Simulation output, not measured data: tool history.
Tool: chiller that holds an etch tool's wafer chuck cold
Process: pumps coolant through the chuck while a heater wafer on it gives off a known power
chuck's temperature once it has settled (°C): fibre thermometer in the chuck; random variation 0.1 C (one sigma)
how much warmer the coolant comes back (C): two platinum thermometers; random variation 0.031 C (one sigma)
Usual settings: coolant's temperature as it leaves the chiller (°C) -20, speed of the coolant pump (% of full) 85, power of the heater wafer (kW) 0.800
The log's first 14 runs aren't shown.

run,hour,coolant's temperature as it leaves the chiller (°C),speed of the coolant pump (% of full),power of the heater wafer (kW),hours since the coolant was changed and the channels were flushed,hours since the pump was overhauled,hours since the chiller's thermometer was calibrated,chuck's temperature once it has settled (°C),how much warmer the coolant comes back (C)
15,1698.9,-20,85,0.800,5971,2397,1760,-13.8,2.53
# hour 1711.4: chiller's thermometer calibrated
16,1846.4,-20,85,0.800,6117,2544,135,-13.9,2.55
17,1997.0,-24,71,0.845,6268,2694,286,-16.7,3.23
18,2110.8,-20,85,1.048,6382,2808,399,-12.0,3.37
19,2218.4,-23,71,0.963,6489,2916,507,-14.7,3.68
20,2296.7,-12,85,0.450,6567,2994,585,-8.8,1.43
21,2402.9,-15,85,0.670,6674,3100,691,-10.0,2.13
# hour 2552.8: chiller's thermometer calibrated, once more
22,2565.1,-22,64,0.445,6835,3262,12,-17.9,1.99
23,2672.0,-19,87,0.408,6942,3368,119,-15.7,1.29
# hour 2697.2: coolant changed, channels flushed
24,2815.8,-30,81,0.465,119,3506,257,-26.7,1.57
25,2978.2,-21,92,0.528,281,3669,419,-17.5,1.58
26,3142.2,-17,69,0.800,445,3833,583,-10.6,3.20
27,3313.9,-20,69,1.122,617,4004,755,-10.9,4.51
28,3484.8,-15,69,1.031,788,4175,926,-6.6,4.19
29,3605.2,-20,65,0.582,908,4296,1046,-15.0,2.51
30,3768.8,-20,65,0.582,1072,4459,1210,-15.0,2.44
31,3921.1,-18,64,0.582,1224,4612,1362,-13.0,2.52

5 ways to go on from here, each from the tool as it stands after run 31. What would each give?
A,4025.8,-21,73,0.582,1329,4716,1467,?,?
B,4025.8,-18,67,0.582,1329,4716,1467,?,?
C,4025.8,-30,73,0.450,1329,4716,1467,?,?
D,4025.8,-20,83,0.440,1329,4716,1467,?,?
E,4025.8,-20,85,0.556,1329,4716,1467,?,?

run,chuck's temperature once it has settled (°C),how much warmer the coolant comes back (C)
A,-16.5,2.25
B,-13.1,2.43
C,-26.7,1.75
D,-17.0,1.53
E,-16.0,1.82
Without the tool's hidden state the same runs would have given:
run,chuck's temperature once it has settled (°C),how much warmer the coolant comes back (C)
A,-16.7,2.07
B,-13.3,2.24
C,-26.8,1.61
D,-17.1,1.41
E,-16.1,1.67
